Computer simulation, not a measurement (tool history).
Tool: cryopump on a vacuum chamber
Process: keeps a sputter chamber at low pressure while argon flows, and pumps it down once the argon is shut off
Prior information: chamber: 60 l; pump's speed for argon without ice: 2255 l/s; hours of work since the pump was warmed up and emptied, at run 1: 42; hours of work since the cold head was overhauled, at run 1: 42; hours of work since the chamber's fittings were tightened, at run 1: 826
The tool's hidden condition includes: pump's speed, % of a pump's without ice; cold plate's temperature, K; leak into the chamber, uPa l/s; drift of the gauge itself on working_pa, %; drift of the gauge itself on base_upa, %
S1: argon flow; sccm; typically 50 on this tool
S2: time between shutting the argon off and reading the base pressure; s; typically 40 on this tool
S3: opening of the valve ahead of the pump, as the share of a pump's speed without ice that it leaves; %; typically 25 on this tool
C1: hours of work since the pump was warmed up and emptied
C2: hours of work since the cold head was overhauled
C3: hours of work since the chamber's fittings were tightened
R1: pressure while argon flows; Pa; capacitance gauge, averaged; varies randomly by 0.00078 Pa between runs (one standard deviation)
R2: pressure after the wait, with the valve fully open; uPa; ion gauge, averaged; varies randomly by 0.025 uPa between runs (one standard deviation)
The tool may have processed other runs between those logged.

run,day,S1,S2,S3,C1,C2,C3,R1,R2
1,0,50,40,25,42,42,826,0.1505,1.48
2,0.671,50,40,25,54,54,839,0.1497,1.53
3,1.325,50,40,25,67,67,851,0.1512,1.54
4,1.758,50,40,25,75,75,859,0.1511,1.53
5,2.171,50,40,25,83,83,867,0.1516,1.58
6,2.608,50,40,48,91,91,875,0.0785,1.58
7,3.325,50,40,48,104,104,889,0.079,1.59
8,4.05,50,40,48,118,118,902,0.0797,1.59
9,4.65,50,40,48,129,129,914,0.0798,1.54
10,5.004,50,40,25,136,136,920,0.1512,1.62
11,5.792,50,40,25,151,151,935,0.1496,1.62
12,6.483,50,40,25,164,164,948,0.1513,1.62
13,6.871,50,40,25,171,171,955,0.152,1.62
14,7.383,66,40,25,181,181,965,0.2003,1.71
15,7.775,50,40,25,188,188,972,0.1513,1.63
16,8.212,50,40,25,196,196,981,0.1508,1.65
17,8.988,50,40,25,211,211,995,0.1517,1.67
18,9.517,64,107,25,221,221,1005,0.1952,1.11
19,9.971,43,170,17,229,229,1014,0.1913,1
20,10.512,43,170,17,239,239,1024,0.1899,0.98
21,11.179,43,252,48,252,252,1036,0.0693,0.99
22,11.65,54,211,51,261,261,1045,0.081,1.02
23,12.279,50,40,31,273,273,1057,0.1208,1.75
24,12.871,27,40,22,284,284,1068,0.0948,1.71
25,13.538,27,40,22,296,296,1081,0.0927,1.7
26,14.225,56,40,25,309,309,1094,0.1713,1.71
27,14.942,56,40,25,323,323,1107,0.1701,1.84
28,15.588,68,40,25,335,335,1119,0.2081,1.75
29,15.988,34,60,17,342,342,1127,0.1519,1.51
30,16.383,34,60,35,350,350,1134,0.0754,1.51
31,17.042,22,128,30,362,362,1146,0.0568,1.19
32,17.804,24,33,25,376,376,1161,0.073,2
33,18.417,50,27,25,388,388,1172,0.1529,2.22

Table of differences, measured result less the result of that run with no hidden state. Run-to-run variation is the same in both. Gauge scatter possibly is not:
run,R1,R2
1,+0.0005,+0.51
2,+0.0006,+0.54
3,+0.0007,+0.54
4,+0.0007,+0.55
5,+0.0008,+0.57
6,+0.0008,+0.57
7,+0.0009,+0.58
8,+0.0011,+0.59
9,+0.0011,+0.59
10,+0.0011,+0.6
11,+0.0012,+0.61
12,+0.0014,+0.62
13,+0.0014,+0.62
14,+0.002,+0.65
15,+0.0015,+0.64
16,+0.0016,+0.65
17,+0.0017,+0.66
18,+0.0022,+0.66
19,+0.0016,+0.67
20,+0.0016,+0.67
21,+0.0017,+0.71
22,+0.0022,+0.71
23,+0.0021,+0.71
24,+0.0012,+0.71
25,+0.0013,+0.71
26,+0.0027,+0.73
27,+0.0028,+0.77
28,+0.0035,+0.76
29,+0.0018,+0.77
30,+0.0018,+0.78
31,+0.0012,+0.78
32,+0.0014,+0.8
33,+0.003,+0.79
